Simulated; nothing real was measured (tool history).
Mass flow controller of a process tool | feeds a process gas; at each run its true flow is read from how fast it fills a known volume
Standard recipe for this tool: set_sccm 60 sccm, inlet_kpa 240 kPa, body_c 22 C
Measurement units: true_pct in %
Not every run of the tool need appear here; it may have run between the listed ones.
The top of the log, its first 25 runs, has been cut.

run	hour	set_sccm	inlet_kpa	body_c	true_pct
26	1736.4	94	191	40	97.72
27	1816.8	125	226	40	97.46
28	1888.2	125	226	40	97.24
29	1934.9	101	257	27	98.16
30	2006.5	38	201	27	98.17
31	2065.9	38	201	27	97.93
32	2143.5	38	201	27	98
33	2230.1	60	185	22	98.34
34	2272.4	60	179	22	98.33
35	2356	60	179	22	98.2
36	2396.8	60	179	22	98.15
37	2456.5	60	179	22	98.01

Predict each of these 3 candidate next runs independently; none follows another, all start after run 37:
A	2499.4	60	171	22	?
B	2499.4	60	186	22	?
C	2499.4	142	150	22	?

run	true_pct
A	97.98
B	97.99
C	98.23
With no hidden state in the tool, these same runs would have given:
run	true_pct
A	100.05
B	100.05
C	100.29

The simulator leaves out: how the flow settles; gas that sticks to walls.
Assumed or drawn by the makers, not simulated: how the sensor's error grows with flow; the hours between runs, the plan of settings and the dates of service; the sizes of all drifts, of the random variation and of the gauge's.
